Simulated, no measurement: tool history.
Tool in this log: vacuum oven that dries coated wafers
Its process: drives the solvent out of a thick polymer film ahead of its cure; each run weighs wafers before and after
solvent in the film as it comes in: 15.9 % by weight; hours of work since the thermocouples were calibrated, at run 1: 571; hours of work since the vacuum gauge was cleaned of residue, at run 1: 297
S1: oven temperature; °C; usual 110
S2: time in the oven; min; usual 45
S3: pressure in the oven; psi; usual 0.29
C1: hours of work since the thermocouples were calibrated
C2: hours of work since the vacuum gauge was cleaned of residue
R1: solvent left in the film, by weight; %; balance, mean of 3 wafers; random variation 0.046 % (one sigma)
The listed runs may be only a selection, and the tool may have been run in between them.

Run 1, day 0: usual settings; C1 571; C2 297. Result: R1 2.61 %.
Run 2, day 0.975: usual settings; C1 587; C2 313. Result: R1 2.57 %.
Run 3, day 2.438: usual settings; C1 612; C2 337. Result: R1 2.62 %.
Run 4, day 3.817: usual settings but S1 102 °C; C1 635; C2 360. Result: R1 4.22 %.
Run 5, day 4.904: usual settings but S1 111 °C; C1 653; C2 378. Result: R1 2.29 %.
Run 6, day 5.962: usual settings but S2 69 min; C1 670; C2 396. Result: R1 1.6 %.
Run 7, day 7.125: usual settings but S1 103 °C; C1 690; C2 415. Result: R1 4.07 %.
Run 8, day 8.508: usual settings but S1 102 °C; C1 713; C2 438. Result: R1 4.18 %.
Run 9, day 9.7: usual settings but S1 102 °C; C1 732; C2 458. Result: R1 4.21 %.
Run 10, day 10.892: usual settings but S1 108 °C; C1 752; C2 478. Result: R1 2.87 %.
Run 11, day 11.858: usual settings but S1 108 °C; C1 768; C2 494. Result: R1 2.97 %.
Run 12, day 12.762: usual settings but S2 48 min; C1 783; C2 509. Result: R1 2.32 %.
Run 13, day 14.208: usual settings but S2 48 min; C1 807; C2 533. Result: R1 2.42 %.
Run 14, day 15.312: usual settings but S2 48 min; C1 826; C2 551. Result: R1 2.44 %.
Run 15, day 16.958: usual settings but S2 48 min; C1 853; C2 578. Result: R1 2.4 %.
Run 16, day 18.338: usual settings but S2 48 min; C1 876; C2 601. Result: R1 2.39 %.
Run 17, day 19.075: usual settings; C1 888; C2 614. Result: R1 2.6 %.
Run 18, day 19.867: usual settings but S2 71 min, S3 0.303 psi; C1 901; C2 627. Result: R1 1.63 %.
Run 19, day 21.162: usual settings but S2 41 min, S3 0.902 psi; C1 923; C2 648. Result: R1 4.96 %.
Run 20, day 22.112: usual settings but S1 124 °C, S2 41 min, S3 0.902 psi; C1 938; C2 664. Result: R1 2.39 %.
Run 21, day 23.783: usual settings but S1 124 °C, S2 48 min, S3 0.658 psi; C1 966; C2 692. Result: R1 1.72 %.
Run 22, day 24.483: usual settings but S2 39 min, S3 0.431 psi; C1 978; C2 703. Result: R1 3.57 %.
Run 23, day 25.738: usual settings but S1 111 °C, S2 71 min, S3 0.477 psi; C1 999; C2 724. Result: R1 2.08 %.
Run 24, day 26.704: usual settings but S1 118 °C; C1 1015; C2 740. Result: R1 1.51 %.
At day 27.508: oven's thermocouples calibrated.
Run 25, day 28.304: usual settings but S2 31 min, S3 0.531 psi; C1 13; C2 766. Result: R1 4.83 %.
Run 26, day 29.883: usual settings but S2 55 min, S3 0.409 psi; C1 39; C2 792. Result: R1 2.5 %.
Run 27, day 31.304: usual settings but S1 123 °C, S2 55 min, S3 0.242 psi; C1 63; C2 815. Result: R1 0.73 %.
Run 28, day 32.354: usual settings but S1 123 °C, S2 55 min, S3 0.242 psi; C1 80; C2 833. Result: R1 0.73 %.
Run 29, day 33.438: usual settings but S1 121 °C; C1 98; C2 851. Result: R1 1.22 %.
Run 30, day 34.717: usual settings but S1 98 °C, S2 42 min, S3 0.397 psi; C1 120; C2 872. Result: R1 5.86 %.
Run 31, day 35.858: usual settings but S2 31 min, S3 0.979 psi; C1 139; C2 891. Result: R1 6.04 %.
Run 32, day 36.783: usual settings but S2 39 min, S3 0.228 psi; C1 154; C2 906. Result: R1 2.82 %.
Run 33, day 38.396: usual settings but S1 116 °C, S2 74 min, S3 0.335 psi; C1 181; C2 933. Result: R1 1.2 %.
Run 34, day 39.492: usual settings but S2 24 min, S3 0.756 psi; C1 199; C2 951. Result: R1 6.34 %.

Each row is a separate what-if for the run after 34, all from the same tool condition, not one after another. Results?
Run A, day 40.2: usual settings but S1 105 °C, S2 56 min, S3 0.756 psi; C1 211; C2 963. Result: R1 ?.
Run B, day 40.2: usual settings but S1 102 °C, S2 24 min, S3 0.614 psi; C1 211; C2 963. Result: R1 ?.
Run C, day 40.2: usual settings but S1 104 °C, S2 64 min, S3 0.361 psi; C1 211; C2 963. Result: R1 ?.
Run D, day 40.2: usual settings but S1 102 °C, S2 39 min, S3 0.396 psi; C1 211; C2 963. Result: R1 ?.

run    R1
  A  4.61
  B  8.01
  C  2.89
  D  5.15
With no hidden state in the tool, these same runs would have given:
run    R1
  A   4.6
  B     8
  C  2.88
  D  5.14

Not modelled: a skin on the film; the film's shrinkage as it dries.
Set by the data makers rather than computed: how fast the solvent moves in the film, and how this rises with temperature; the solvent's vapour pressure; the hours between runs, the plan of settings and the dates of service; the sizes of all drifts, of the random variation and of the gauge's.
